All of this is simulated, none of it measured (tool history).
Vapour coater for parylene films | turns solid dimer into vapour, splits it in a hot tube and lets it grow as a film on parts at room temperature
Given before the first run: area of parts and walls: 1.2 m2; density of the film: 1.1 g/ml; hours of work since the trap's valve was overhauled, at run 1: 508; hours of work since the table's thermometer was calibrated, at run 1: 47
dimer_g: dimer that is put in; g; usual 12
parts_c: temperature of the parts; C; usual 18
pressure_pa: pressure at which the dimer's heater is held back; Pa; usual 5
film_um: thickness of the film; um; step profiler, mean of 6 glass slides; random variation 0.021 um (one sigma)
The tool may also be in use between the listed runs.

run   hour  dimer_g  parts_c  pressure_pa  hours of work since the trap's valve was overhauled  hours of work since the table's thermometer was calibrated  film_um
  1      0       12       18            5                                                  508                                                          47     3.96
  2   44.4       12       18            5                                                  526                                                          66     3.93
      54.8  -- trap's valve overhauled
  3  119.1       12       18            5                                                   27                                                          95     4.35
  4  178.1       12       18        11.38                                                   51                                                         119     3.84
  5  249.9       12       18        11.38                                                   81                                                         149     3.86
  6    296       12       18        11.38                                                  100                                                         168     3.83
  7  364.6       12       18        11.38                                                  128                                                         197     3.85
  8  415.2       14       18            5                                                  149                                                         218     4.94
  9  493.7       15       18         2.71                                                  182                                                         250     5.69
 10  537.4       11       13         2.71                                                  200                                                         268     5.09
 11  578.7        5       19         4.84                                                  217                                                         285     1.67
 12  644.1       18       18         7.54                                                  244                                                         312     5.93
 13  696.3       12       10         2.93                                                  266                                                         334     5.99
 14  750.2       12       10         2.93                                                  288                                                         356     5.92

What if the next run were any one of these 3? Each begins from the tool's condition after run 14:
  A  808.6       12       11         7.69                                                  313                                                         381        ?
  B  808.6       12       12         2.93                                                  313                                                         381        ?
  C  808.6       13       16         2.93                                                  313                                                         381        ?

run  film_um
  A     5.05
  B     5.48
  C     5.15
What these runs would have given with no unlogged condition in the tool:
run  film_um
  A     5.36
  B     5.82
  C     5.48

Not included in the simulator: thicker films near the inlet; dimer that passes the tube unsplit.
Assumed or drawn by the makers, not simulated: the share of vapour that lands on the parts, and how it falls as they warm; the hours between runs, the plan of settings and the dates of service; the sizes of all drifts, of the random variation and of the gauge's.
